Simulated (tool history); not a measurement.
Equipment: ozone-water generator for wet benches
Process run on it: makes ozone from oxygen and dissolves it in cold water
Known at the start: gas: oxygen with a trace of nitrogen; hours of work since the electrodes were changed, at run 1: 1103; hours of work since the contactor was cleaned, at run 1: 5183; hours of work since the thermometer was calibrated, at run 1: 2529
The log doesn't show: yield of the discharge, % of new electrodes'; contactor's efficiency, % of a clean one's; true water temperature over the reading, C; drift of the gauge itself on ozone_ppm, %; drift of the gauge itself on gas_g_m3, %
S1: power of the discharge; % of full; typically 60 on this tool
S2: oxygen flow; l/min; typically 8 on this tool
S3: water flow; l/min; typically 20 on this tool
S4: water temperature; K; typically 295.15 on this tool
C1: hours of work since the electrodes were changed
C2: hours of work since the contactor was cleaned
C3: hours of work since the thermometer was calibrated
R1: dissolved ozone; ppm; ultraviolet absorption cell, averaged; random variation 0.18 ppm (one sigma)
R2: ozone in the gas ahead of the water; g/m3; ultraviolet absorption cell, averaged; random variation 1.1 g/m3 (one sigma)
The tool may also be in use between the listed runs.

run,hour,S1,S2,S3,S4,C1,C2,C3,R1,R2
1,0,60,8,20,295.15,1103,5183,2529,21.9,191.9
2,35.3,60,8,14,295.15,1125,5205,2552,27.7,190.8
3,60.1,60,8,14,295.15,1140,5221,2567,28,189.5
4,93.3,60,8,20,297.15,1161,5242,2588,21.3,192.7
5,117.7,60,8,20,297.15,1177,5257,2603,21.6,191.7
6,161.7,60,4.08,20,297.15,1204,5285,2631,20.9,258.4
7,206.4,41,8,20,295.15,1233,5313,2659,17.4,151.1
8,233.8,60,8,18,295.15,1250,5330,2677,24.1,193.1
9,257.4,60,10.96,20,295.15,1265,5345,2692,21.6,165.1
10,300.2,60,10.96,20,295.15,1292,5372,2718,21.4,164.6
11,328.9,60,10.96,20,295.15,1310,5390,2737,21.5,168.2
12,372.2,57,10.96,20,295.15,1337,5417,2764,20.8,162.1
13,425.7,57,10.96,20,295.15,1371,5451,2798,20.7,160.1
14,462.9,60,8,20,295.15,1394,5474,2821,22.2,192.3
15,493.6,60,8,20,295.15,1414,5494,2840,21.8,189.8
16,536.8,60,8,20,295.15,1441,5521,2868,22.2,190
17,587.6,60,8,20,295.15,1473,5553,2900,22.2,191.7
18,611,60,8,20,295.15,1488,5568,2914,22.1,190.8
# hour 632.7: water thermometer calibrated
19,648.8,91,8,32,295.15,1511,5591,10,20,247.1
20,680.9,50,6.7,18,295.15,1531,5612,30,21.3,183.9
21,714,50,6.7,18,295.15,1552,5632,51,21.3,184.9
22,762,49,8,13,295.15,1582,5663,81,25.1,167.7
23,783.4,50,8,13,295.15,1596,5676,95,25.7,170.1
24,827.9,58,4.27,13,295.15,1624,5704,123,29,246.4
25,875.3,84,4.27,26,295.15,1654,5734,153,21.1,312.1
26,912.6,84,4.27,26,295.15,1677,5758,176,20.9,310.8
27,964.2,52,10.61,20,296.15,1710,5790,209,19.2,152.7
28,1013.3,52,5.55,20,293.15,1741,5821,240,20.7,204.4
29,1052.7,60,8,19,289.15,1766,5846,265,25.3,190.1
30,1077.8,64,8.3,19,289.15,1782,5862,280,26.5,194.9

Run 31 comes next. What will it give?
31,1124,62,4.01,18,298.15,1811,5891,310,?,?

{"run 31": {"R1": 22.9, "R2": 264.7}}
On a tool with no hidden condition, and with the same random variation, this run would have come out at R1 25.1 ppm, R2 273.7 g/m3.
